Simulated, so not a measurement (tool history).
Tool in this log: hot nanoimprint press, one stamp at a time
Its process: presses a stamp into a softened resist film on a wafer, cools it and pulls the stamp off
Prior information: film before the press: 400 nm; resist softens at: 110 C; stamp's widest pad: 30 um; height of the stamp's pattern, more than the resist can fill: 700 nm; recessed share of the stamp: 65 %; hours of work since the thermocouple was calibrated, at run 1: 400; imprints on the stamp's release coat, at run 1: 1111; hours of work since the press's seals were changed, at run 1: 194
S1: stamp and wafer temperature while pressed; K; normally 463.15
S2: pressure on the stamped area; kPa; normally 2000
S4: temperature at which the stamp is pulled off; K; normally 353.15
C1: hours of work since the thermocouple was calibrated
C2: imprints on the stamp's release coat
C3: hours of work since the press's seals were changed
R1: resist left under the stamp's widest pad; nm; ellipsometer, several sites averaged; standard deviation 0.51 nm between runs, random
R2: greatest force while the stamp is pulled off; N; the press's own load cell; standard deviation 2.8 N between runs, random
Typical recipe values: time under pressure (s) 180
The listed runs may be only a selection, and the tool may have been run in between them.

{"run": 1, "day": 0.0, "S1": 463.15, "S2": 2000, "time under pressure (s)": 180, "S4": 353.15, "C1": 400, "C2": 1111, "C3": 194, "R1": 236.3, "R2": 134}
{"run": 2, "day": 0.312, "S1": 463.15, "S2": 2000, "time under pressure (s)": 180, "S4": 353.15, "C1": 403, "C2": 1120, "C3": 197, "R1": 236.8, "R2": 135}
{"run": 3, "day": 0.771, "S1": 463.15, "S2": 2000, "time under pressure (s)": 180, "S4": 356.15, "C1": 407, "C2": 1134, "C3": 201, "R1": 236.9, "R2": 128}
{"run": 4, "day": 1.242, "S1": 463.15, "S2": 2000, "time under pressure (s)": 180, "S4": 356.15, "C1": 412, "C2": 1148, "C3": 206, "R1": 238.1, "R2": 128}
{"run": 5, "day": 1.738, "S1": 463.15, "S2": 2240, "time under pressure (s)": 180, "S4": 353.15, "C1": 417, "C2": 1162, "C3": 211, "R1": 227.7, "R2": 131}
{"run": 6, "day": 2.154, "S1": 463.15, "S2": 2240, "time under pressure (s)": 180, "S4": 353.15, "C1": 421, "C2": 1175, "C3": 215, "R1": 229.4, "R2": 130}
{"run": 7, "day": 2.625, "S1": 461.15, "S2": 2000, "time under pressure (s)": 180, "S4": 353.15, "C1": 426, "C2": 1189, "C3": 220, "R1": 249.7, "R2": 127}
{"run": 8, "day": 3.125, "S1": 461.15, "S2": 2000, "time under pressure (s)": 180, "S4": 353.15, "C1": 431, "C2": 1204, "C3": 224, "R1": 250.7, "R2": 133}
{"run": 9, "day": 3.646, "S1": 463.15, "S2": 2490, "time under pressure (s)": 180, "S4": 353.15, "C1": 436, "C2": 1219, "C3": 230, "R1": 220.5, "R2": 128}
{"run": 10, "day": 4.15, "S1": 463.15, "S2": 2490, "time under pressure (s)": 180, "S4": 353.15, "C1": 441, "C2": 1234, "C3": 235, "R1": 220.7, "R2": 131}
{"run": 11, "day": 4.696, "S1": 459.15, "S2": 2490, "time under pressure (s)": 180, "S4": 353.15, "C1": 446, "C2": 1250, "C3": 240, "R1": 244, "R2": 129}
{"run": 12, "day": 5.029, "S1": 459.15, "S2": 2490, "time under pressure (s)": 180, "S4": 353.15, "C1": 449, "C2": 1260, "C3": 243, "R1": 245.4, "R2": 126}
{"run": 13, "day": 5.438, "S1": 459.15, "S2": 1780, "time under pressure (s)": 180, "S4": 341.15, "C1": 454, "C2": 1272, "C3": 247, "R1": 275.3, "R2": 157}
{"run": 14, "day": 5.838, "S1": 452.15, "S2": 1680, "time under pressure (s)": 180, "S4": 353.15, "C1": 457, "C2": 1284, "C3": 251, "R1": 319.8, "R2": 128}
{"day": 5.967, "done": "gauge calibrated"}
{"run": 15, "day": 6.246, "S1": 452.15, "S2": 1680, "time under pressure (s)": 180, "S4": 353.15, "C1": 462, "C2": 1297, "C3": 255, "R1": 313, "R2": 129}
{"run": 16, "day": 6.779, "S1": 473.15, "S2": 2250, "time under pressure (s)": 143, "S4": 358.15, "C1": 467, "C2": 1312, "C3": 261, "R1": 192.2, "R2": 124}
{"run": 17, "day": 7.133, "S1": 463.15, "S2": 2160, "time under pressure (s)": 274, "S4": 355.15, "C1": 470, "C2": 1323, "C3": 264, "R1": 200.2, "R2": 127}
{"run": 18, "day": 7.625, "S1": 470.15, "S2": 2160, "time under pressure (s)": 174, "S4": 340.15, "C1": 475, "C2": 1338, "C3": 269, "R1": 196.8, "R2": 155}
{"run": 19, "day": 8.038, "S1": 455.15, "S2": 2160, "time under pressure (s)": 229, "S4": 340.15, "C1": 479, "C2": 1350, "C3": 273, "R1": 260.1, "R2": 159}
{"run": 20, "day": 8.321, "S1": 463.15, "S2": 1690, "time under pressure (s)": 180, "S4": 353.15, "C1": 482, "C2": 1358, "C3": 276, "R1": 253.8, "R2": 129}
{"run": 21, "day": 8.65, "S1": 455.15, "S2": 2400, "time under pressure (s)": 162, "S4": 353.15, "C1": 485, "C2": 1368, "C3": 279, "R1": 277.6, "R2": 132}
{"run": 22, "day": 8.904, "S1": 463.15, "S2": 2080, "time under pressure (s)": 180, "S4": 353.15, "C1": 488, "C2": 1376, "C3": 282, "R1": 235.6, "R2": 134}
{"day": 9.204, "done": "plate thermocouple calibrated"}
{"run": 23, "day": 9.562, "S1": 461.15, "S2": 2000, "time under pressure (s)": 180, "S4": 353.15, "C1": 4, "C2": 1392, "C3": 287, "R1": 250.9, "R2": 129}
{"run": 24, "day": 10.046, "S1": 463.15, "S2": 2550, "time under pressure (s)": 100, "S4": 353.15, "C1": 8, "C2": 1406, "C3": 292, "R1": 261.7, "R2": 131}

5 ways to go on from here, each from the tool as it stands after run 24. What would each give?
{"run": "A", "day": 10.329, "S1": 463.15, "S2": 2000, "time under pressure (s)": 329, "S4": 353.15, "C1": 11, "C2": 1414, "C3": 295, "R1": "?", "R2": "?"}
{"run": "B", "day": 10.329, "S1": 458.15, "S2": 1500, "time under pressure (s)": 255, "S4": 353.15, "C1": 11, "C2": 1414, "C3": 295, "R1": "?", "R2": "?"}
{"run": "C", "day": 10.329, "S1": 462.15, "S2": 2550, "time under pressure (s)": 239, "S4": 353.15, "C1": 11, "C2": 1414, "C3": 295, "R1": "?", "R2": "?"}
{"run": "D", "day": 10.329, "S1": 469.15, "S2": 2550, "time under pressure (s)": 100, "S4": 353.15, "C1": 11, "C2": 1414, "C3": 295, "R1": "?", "R2": "?"}
{"run": "E", "day": 10.329, "S1": 463.15, "S2": 2550, "time under pressure (s)": 100, "S4": 355.15, "C1": 11, "C2": 1414, "C3": 295, "R1": "?", "R2": "?"}

run=A R1=195.9 R2=127
run=B R1=268.7 R2=129
run=C R1=203.2 R2=128
run=D R1=229.7 R2=132
run=E R1=262.4 R2=127
With the hidden condition removed and each run's random variation left untouched, the same runs would have given:
run=A R1=193.1 R2=126
run=B R1=264.9 R2=128
run=C R1=200.3 R2=127
run=D R1=226.4 R2=131
run=E R1=258.7 R2=126

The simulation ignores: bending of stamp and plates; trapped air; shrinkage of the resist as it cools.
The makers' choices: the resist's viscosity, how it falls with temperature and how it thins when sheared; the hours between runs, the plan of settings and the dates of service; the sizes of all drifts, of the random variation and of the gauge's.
